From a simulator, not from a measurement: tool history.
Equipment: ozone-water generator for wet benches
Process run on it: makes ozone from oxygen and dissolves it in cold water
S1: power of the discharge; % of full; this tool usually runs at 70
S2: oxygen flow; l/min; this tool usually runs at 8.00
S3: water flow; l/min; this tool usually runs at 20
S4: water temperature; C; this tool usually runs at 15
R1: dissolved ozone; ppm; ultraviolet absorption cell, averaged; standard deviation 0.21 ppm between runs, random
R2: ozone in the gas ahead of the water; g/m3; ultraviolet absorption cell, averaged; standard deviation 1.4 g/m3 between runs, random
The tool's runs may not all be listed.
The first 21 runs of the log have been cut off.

Run 22, day 81.754: usual settings but S3 17 l/min. Result: R1 29.7 ppm, R2 228.4 g/m3.
Run 23, day 85.892: usual settings but S1 42 % of full, S2 8.15 l/min, S4 19 C. Result: R1 17.2 ppm, R2 160.1 g/m3.
Run 24, day 89.217: usual settings but S2 13.48 l/min, S3 15 l/min. Result: R1 29.6 ppm, R2 177.5 g/m3.
Run 25, day 94.367: usual settings but S2 13.48 l/min, S3 15 l/min. Result: R1 29.6 ppm, R2 176.8 g/m3.
At day 95.625: contactor cleaned.
Run 26, day 98.933: usual settings but S2 13.48 l/min, S4 18 C. Result: R1 24.3 ppm, R2 175.1 g/m3.
At day 103.521: electrodes of the discharge changed.
Run 27, day 103.879: usual settings but S2 13.48 l/min, S4 18 C. Result: R1 28.0 ppm, R2 200.0 g/m3.
Run 28, day 106.221: usual settings but S1 84 % of full, S2 5.38 l/min, S3 15 l/min, S4 23 C. Result: R1 38.0 ppm, R2 354.1 g/m3.
Run 29, day 110.712: usual settings but S1 46 % of full, S2 5.38 l/min, S3 15 l/min, S4 23 C. Result: R1 24.0 ppm, R2 229.1 g/m3.
Run 30, day 116.008: usual settings but S1 46 % of full, S2 5.38 l/min, S3 15 l/min, S4 23 C. Result: R1 24.1 ppm, R2 223.9 g/m3.
Run 31, day 119.479: usual settings but S1 46 % of full, S2 5.38 l/min, S3 15 l/min, S4 23 C. Result: R1 23.8 ppm, R2 224.6 g/m3.
Run 32, day 123.150: usual settings but S1 46 % of full, S2 5.38 l/min, S3 15 l/min, S4 23 C. Result: R1 23.8 ppm, R2 224.4 g/m3.

5 options for the next run, each taken on its own from the tool as it stands now. Forecast them:
Run A, day 127.500: usual settings but S1 83 % of full, S2 5.38 l/min, S3 15 l/min. Result: R1 ?, R2 ?.
Run B, day 127.500: usual settings but S3 25 l/min. Result: R1 ?, R2 ?.
Run C, day 127.500: usual settings but S1 79 % of full, S2 5.38 l/min, S3 23 l/min, S4 7 C. Result: R1 ?, R2 ?.
Run D, day 127.500: usual settings but S1 46 % of full, S2 5.38 l/min, S3 15 l/min, S4 23 C. Result: R1 ?, R2 ?.
Run E, day 127.500: usual settings but S1 96 % of full, S2 5.38 l/min, S3 18 l/min, S4 23 C. Result: R1 ?, R2 ?.

run    R1     R2
  A  42.0  348.9
  B  24.9  254.4
  C  31.2  338.3
  D  23.5  222.0
  E  35.9  386.5
Take away the tool's hidden state, keep each run's random variation, and the runs would have read:
run    R1     R2
  A  44.2  356.6
  B  26.3  259.4
  C  32.9  345.5
  D  24.6  225.0
  E  38.0  395.9
